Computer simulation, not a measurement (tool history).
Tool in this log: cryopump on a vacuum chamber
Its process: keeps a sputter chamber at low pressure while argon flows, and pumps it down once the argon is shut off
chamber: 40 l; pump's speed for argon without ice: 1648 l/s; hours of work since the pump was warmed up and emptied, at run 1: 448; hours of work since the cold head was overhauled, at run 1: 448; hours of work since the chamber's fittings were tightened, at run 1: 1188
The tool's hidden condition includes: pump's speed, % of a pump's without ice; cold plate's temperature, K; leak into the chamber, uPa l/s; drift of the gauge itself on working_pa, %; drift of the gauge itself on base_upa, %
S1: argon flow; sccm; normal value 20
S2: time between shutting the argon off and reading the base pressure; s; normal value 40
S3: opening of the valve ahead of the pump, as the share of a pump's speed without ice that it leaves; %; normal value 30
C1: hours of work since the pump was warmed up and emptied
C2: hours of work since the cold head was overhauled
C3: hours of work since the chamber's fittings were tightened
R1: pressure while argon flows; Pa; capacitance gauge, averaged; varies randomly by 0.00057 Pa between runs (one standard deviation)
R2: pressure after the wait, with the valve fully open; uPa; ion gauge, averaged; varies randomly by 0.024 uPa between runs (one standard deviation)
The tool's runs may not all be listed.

run	hour	S1	S2	S3	C1	C2	C3	R1	R2
1	0	20	40	30	448	448	1188	0.0712	1.1
2	7.8	20	40	30	454	454	1194	0.0719	1.13
3	24.2	20	40	30	467	467	1206	0.0714	1.14
4	41.7	20	40	30	480	480	1219	0.072	1.09
5	49.9	20	40	30	486	486	1225	0.0715	1.12
6	60.7	20	22	30	494	494	1233	0.0702	1.68
7	71.9	20	40	49	503	503	1242	0.0458	1.09
8	89	20	40	30	516	516	1255	0.0708	1.13
9	103	20	40	30	526	526	1265	0.0723	1.09
10	116.8	20	40	30	537	537	1276	0.072	1.11
11	131.1	20	40	30	548	548	1287	0.07	1.13
12	143.1	12	40	30	557	557	1296	0.0428	1.12
13	153.1	10	40	30	564	564	1303	0.0362	1.15
14	167.3	20	40	30	575	575	1314	0.0711	1.11
15	176.2	20	40	30	582	582	1321	0.0723	1.12
16	184.4	20	40	30	588	588	1327	0.0726	1.13
17	199.3	20	40	30	599	599	1338	0.0719	1.13
18	210.4	20	40	30	607	607	1347	0.0722	1.09
19	220.6	20	40	46	615	615	1354	0.0491	1.15
20	238.1	20	125	53	628	628	1368	0.0428	0.68
21	247.6	20	125	53	636	636	1375	0.0422	0.65
22	264	20	125	53	648	648	1387	0.0427	0.69
23	276.5	20	45	22	657	657	1397	0.0973	1.1
24	285.9	10	20	17	664	664	1404	0.0633	1.9
25	294.6	8	20	48	671	671	1410	0.0186	1.83
26	307.2	20	296	30	681	681	1420	0.0719	0.52
27	316.5	21	296	30	688	688	1427	0.0765	0.53
28	329.2	21	296	30	697	697	1436	0.0771	0.55
29	346.7	8	54	30	710	710	1450	0.0291	0.99
30	360.2	20	40	20	721	721	1460	0.106	1.16
31	369.3	20	40	20	727	727	1467	0.1075	1.16
32	386.8	20	74	35	741	741	1480	0.0646	0.86
33	401.5	21	96	19	752	752	1491	0.1178	0.8
34	418.6	8	96	56	765	765	1504	0.0165	0.76
35	426.5	15	99	42	771	771	1510	0.0403	0.72

Some steps in R1, run to run, broken into two amounts with sign: the step expected even without the hidden condition (settings, incoming material, random variation), and the rest, left for the hidden condition together with whatever gauge scatter is not in both the measured and the hidden-condition-free result:
Run 22 -> 23: S2 125 -> 45, S3 53 -> 22. R1 +0.0546 Pa: hidden state +0.0001, all else +0.0545.
Run 28 -> 29: S1 21 -> 8, S2 296 -> 54. R1 -0.048 Pa: hidden state -0.0029, all else -0.0451.
Run 29 -> 30: S1 8 -> 20, S2 54 -> 40, S3 30 -> 20. R1 +0.0769 Pa: hidden state +0.0028, all else +0.0741.
Run 33 -> 34: S1 21 -> 8, S3 19 -> 56. R1 -0.1013 Pa: hidden state -0.0032, all else -0.0981.
